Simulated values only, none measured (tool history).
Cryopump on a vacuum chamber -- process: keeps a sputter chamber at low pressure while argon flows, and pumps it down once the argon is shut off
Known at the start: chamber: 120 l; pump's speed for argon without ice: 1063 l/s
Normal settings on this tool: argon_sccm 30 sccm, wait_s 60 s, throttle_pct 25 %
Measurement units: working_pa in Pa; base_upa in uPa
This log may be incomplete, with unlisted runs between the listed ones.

run,hour,argon_sccm,wait_s,throttle_pct,working_pa,base_upa
1,0.0,30,60,25,0.1915,2.66
2,20.7,30,60,25,0.1912,2.68
3,44.2,30,60,25,0.1933,2.75
4,68.4,30,60,25,0.1932,2.69
5,112.1,30,60,53,0.0915,2.85
6,137.4,30,60,53,0.0923,2.69
7,174.2,30,60,53,0.0927,2.79
8,196.2,30,60,53,0.0923,2.76
9,214.0,30,60,25,0.1942,2.72
10,241.6,30,60,25,0.1927,2.77
11,262.5,30,60,25,0.1956,2.75
12,296.6,30,257,25,0.1954,0.99
13,328.3,30,257,25,0.1955,1.00
14,359.5,21,60,30,0.1158,2.81
15,383.4,19,130,58,0.0555,1.59
16,411.8,21,130,58,0.0629,1.57
17,441.4,21,130,58,0.0610,1.58
18,462.0,17,193,33,0.0863,1.22
19,481.0,54,193,33,0.2706,1.21
20,509.9,17,37,25,0.1116,4.27
21,533.5,17,39,25,0.1127,4.21
22,575.7,17,30,16,0.1745,5.20
23,614.3,17,30,16,0.1718,5.28
24,650.4,17,30,16,0.1747,5.30
25,690.8,29,30,24,0.2007,5.32

Forecast each of these 5 alternatives for the next run:
A,720.2,28,25,21,?,?
B,720.2,18,59,33,?,?
C,720.2,33,101,24,?,?
D,720.2,35,120,19,?,?
E,720.2,29,70,24,?,?

run,working_pa,base_upa
A,0.2198,6.39
B,0.0920,3.13
C,0.2277,2.05
D,0.3046,1.86
E,0.2034,2.60
With the hidden condition removed and each run's random variation left untouched, the same runs would have given:
run,working_pa,base_upa
A,0.2112,6.04
B,0.0865,2.78
C,0.2176,1.70
D,0.2938,1.51
E,0.1944,2.27

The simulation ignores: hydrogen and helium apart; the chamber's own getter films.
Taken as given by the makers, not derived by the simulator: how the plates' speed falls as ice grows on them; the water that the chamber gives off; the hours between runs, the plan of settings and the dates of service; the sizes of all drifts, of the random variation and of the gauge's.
